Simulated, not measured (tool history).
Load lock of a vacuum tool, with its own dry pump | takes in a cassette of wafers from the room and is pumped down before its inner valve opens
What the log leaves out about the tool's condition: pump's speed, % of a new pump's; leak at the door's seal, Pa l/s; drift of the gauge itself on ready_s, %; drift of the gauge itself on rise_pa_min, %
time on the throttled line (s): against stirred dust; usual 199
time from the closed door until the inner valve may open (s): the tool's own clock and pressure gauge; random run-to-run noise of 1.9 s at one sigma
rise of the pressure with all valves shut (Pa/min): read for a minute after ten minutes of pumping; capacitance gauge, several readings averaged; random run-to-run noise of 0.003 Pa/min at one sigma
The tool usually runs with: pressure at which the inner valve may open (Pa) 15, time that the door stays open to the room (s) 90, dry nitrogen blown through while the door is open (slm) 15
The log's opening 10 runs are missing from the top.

run	hour	time on the throttled line (s)	pressure at which the inner valve may open (Pa)	time that the door stays open to the room (s)	dry nitrogen blown through while the door is open (slm)	hours that the pump has run since its overhaul	times that the door has closed on its seal	incoming humidity of the room's air, %	time from the closed door until the inner valve may open (s)	rise of the pressure with all valves shut (Pa/min)
11	711.5	199	15	40	15	5257	16396	43.5	315.3	0.067
12	766.2	342	15	40	15	5312	16579	43.9	448.1	0.065
13	816.5	199	15	90	34	5362	16746	43.9	317.8	0.071
14	897	199	12	90	15	5442	17015	45.2	319.3	0.082
15	1005.3	199	17	90	15	5551	17376	42.3	314.2	0.084
16	1098.1	199	17	90	15	5644	17686	44.8	316.3	0.076
17	1167.3	199	17	90	15	5713	17916	47.3	312.3	0.086
18	1278.8	199	17	90	15	5824	18288	43.3	314.9	0.079
19	1368.1	199	17	90	15	5914	18586	44.4	315.7	0.085
20	1422.4	199	17	90	15	5968	18767	46.7	313.9	0.09
21	1499.4	199	17	90	15	6045	19024	43.8	317.3	0.082
22	1568.2	354	15	94	15	6114	19253	43.1	462.6	0.093
23	1655.3	246	15	58	15	6201	19544	48.6	361.5	0.092
24	1755.2	246	15	58	15	6301	19877	47.3	359	0.092
25	1802.7	246	15	58	15	6348	20036	41.1	361.5	0.08
26	1850.8	246	15	58	15	6396	20196	45.4	363	0.093
27	1942.3	199	20	90	15	6488	20501	46.1	312.8	0.099
28	2011.8	199	30	90	4	6557	20733	39.9	308.2	0.097
29	2093.9	199	26	62	15	6639	21006	47.1	313.7	0.094
30	2178.2	199	26	25	15	6724	21288	42.8	311.2	0.091
31	2257.3	125	27	90	15	6803	21552	43.4	245.4	0.096
32	2335	199	15	80	15	6880	21811	43.9	324.3	0.102
33	2427.1	199	15	80	15	6973	22118	43.5	320.3	0.097

5 ways to go on from here, each from the tool as it stands after run 33. What would each give?
A	2523.8	200	11	33	15	7069	22440	42.8	?	?
B	2523.8	199	15	154	15	7069	22440	45.7	?	?
C	2523.8	219	15	80	15	7069	22440	42.9	?	?
D	2523.8	213	25	41	15	7069	22440	41.7	?	?
E	2523.8	199	15	90	5	7069	22440	45.3	?	?

run	time from the closed door until the inner valve may open (s)	rise of the pressure with all valves shut (Pa/min)
A	323.1	0.094
B	316.1	0.113
C	335.8	0.1
D	324.5	0.092
E	319.5	0.111
Take away the tool's hidden state, keep each run's random variation, and the runs would have read:
run	time from the closed door until the inner valve may open (s)	rise of the pressure with all valves shut (Pa/min)
A	308.3	0.016
B	302.1	0.034
C	322.1	0.023
D	311.6	0.014
E	305.5	0.033
